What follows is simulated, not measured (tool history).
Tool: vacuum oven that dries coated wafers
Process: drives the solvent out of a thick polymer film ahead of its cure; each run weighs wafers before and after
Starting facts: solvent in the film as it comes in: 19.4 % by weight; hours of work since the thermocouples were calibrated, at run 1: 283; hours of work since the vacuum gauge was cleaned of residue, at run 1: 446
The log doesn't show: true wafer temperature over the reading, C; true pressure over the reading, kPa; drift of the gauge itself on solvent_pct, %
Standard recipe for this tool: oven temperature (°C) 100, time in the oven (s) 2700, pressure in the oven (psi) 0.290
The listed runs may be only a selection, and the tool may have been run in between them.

run,hour,oven temperature (°C),time in the oven (s),pressure in the oven (psi),hours of work since the thermocouples were calibrated,hours of work since the vacuum gauge was cleaned of residue,solvent left in the film (%)
1,0.0,100,2700,0.290,283,446,3.50
2,13.1,100,2460,0.290,290,453,3.61
3,39.9,100,2460,0.290,304,467,3.64
4,65.9,100,2700,0.426,317,480,4.72
5,92.1,100,1320,0.426,331,494,6.75
6,116.2,86,1320,0.426,343,506,11.47
7,142.1,86,1320,0.426,357,520,11.44
8,161.8,86,1320,0.426,367,530,11.43
9,177.6,86,1320,0.426,375,538,11.47
10,202.2,100,2700,0.290,387,551,3.46
11,221.3,100,2700,0.290,397,560,3.47
12,241.8,100,2700,0.290,408,571,3.47
13,257.2,100,2700,0.290,416,579,3.51
14,279.8,100,2700,0.290,428,591,3.46
15,295.6,100,2700,0.290,436,599,3.48
16,314.5,109,2700,0.290,445,608,2.30
17,333.7,109,2700,0.290,455,618,2.29
18,352.8,100,2700,0.290,465,628,3.47
19,365.0,100,2700,0.290,471,634,3.49
20,387.7,100,2700,0.290,483,646,3.49
21,402.2,100,3840,0.696,491,654,6.97
22,428.1,106,4500,0.696,504,667,5.54
23,451.3,106,4500,0.696,516,679,5.61
24,471.9,93,4440,1.120,526,689,14.09
25,483.5,96,4800,0.146,532,695,2.05
# hour 487.3: oven's thermocouples calibrated
26,503.7,96,4800,0.146,8,705,1.97
27,524.2,100,2520,0.290,19,715,3.46
28,536.2,100,2520,0.290,25,722,3.47
29,549.5,108,2700,0.727,32,728,5.31
30,563.1,108,2700,0.727,39,735,5.33
31,582.1,89,4020,0.941,49,745,13.45
32,594.0,102,4020,0.721,55,751,6.48
33,617.7,102,4020,0.721,67,764,6.41
# hour 634.4: oven's thermocouples calibrated, once more
34,644.1,102,4020,0.721,5,776,7.11
35,659.2,102,4020,0.721,13,784,7.12
36,683.4,89,2700,0.315,25,796,7.01
37,701.2,89,2700,0.315,34,806,7.00
38,713.9,89,2700,0.315,41,812,6.99
39,736.9,105,2700,1.139,53,824,9.95

Per-run results on a tool with no hidden state, each run keeping its own random variation:
run,solvent left in the film (%)
1,3.51
2,3.63
3,3.66
4,4.77
5,6.93
6,11.66
7,11.62
8,11.61
9,11.66
10,3.46
11,3.47
12,3.46
13,3.51
14,3.45
15,3.48
16,2.25
17,2.23
18,3.46
19,3.49
20,3.48
21,7.08
22,5.60
23,5.67
24,14.56
25,1.85
26,1.84
27,3.63
28,3.64
29,5.60
30,5.62
31,14.37
32,6.81
33,6.74
34,6.77
35,6.77
36,6.52
37,6.52
38,6.51
39,9.66

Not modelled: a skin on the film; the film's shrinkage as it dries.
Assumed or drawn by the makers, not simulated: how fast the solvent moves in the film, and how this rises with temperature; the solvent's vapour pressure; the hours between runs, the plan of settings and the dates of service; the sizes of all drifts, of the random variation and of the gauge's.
